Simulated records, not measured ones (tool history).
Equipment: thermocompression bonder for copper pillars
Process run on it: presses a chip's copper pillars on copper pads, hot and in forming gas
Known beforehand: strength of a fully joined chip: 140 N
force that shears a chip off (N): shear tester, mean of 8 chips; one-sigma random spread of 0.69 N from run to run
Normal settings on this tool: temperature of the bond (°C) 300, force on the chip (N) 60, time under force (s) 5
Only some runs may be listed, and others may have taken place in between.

| run | hour | temperature of the bond (°C) | force on the chip (N) | time under force (s) | force that shears a chip off (N) |
|---|---|---|---|---|---|
| 1 | 0 | 300 | 60 | 5 | 51.2 |
| 2 | 43.2 | 300 | 60 | 5 | 52.3 |
| 3 | 84.8 | 271 | 60 | 5 | 36.7 |
| 4 | 162.7 | 271 | 60 | 5 | 36 |
| 5 | 236.9 | 300 | 60 | 5 | 52.3 |
| 6 | 317.9 | 300 | 60 | 5 | 52.7 |
| 7 | 361.3 | 300 | 60 | 5 | 52 |
| 8 | 435.5 | 299 | 80 | 6 | 64.1 |
| 9 | 486.1 | 299 | 80 | 6 | 63.8 |
| 10 | 543.6 | 300 | 53 | 5 | 49.8 |
| 11 | 615.7 | 300 | 53 | 5 | 48.4 |
| 12 | 693.3 | 300 | 53 | 5 | 47.8 |
| 13 | 774.6 | 300 | 60 | 3 | 43.2 |
| 14 | 828.3 | 300 | 60 | 3 | 41.2 |

Put back what was entered between runs (2 entries, withheld): which listed runs does each sit between, and how does the hidden state differ from the listed run before to the listed run after?
Run 5 -> run 6: forming gas filter changed (hour 266.4)
  oxide that the forming gas leaves, % of the face: 0.64 -> 0.51
Run 12 -> run 13: heater calibrated with a thermocouple chip (hour 713.2)
  true temperature of the bond over the reading, C: -0.2 -> 0; oxide that the forming gas leaves, % of the face: 0.6 -> 0.61
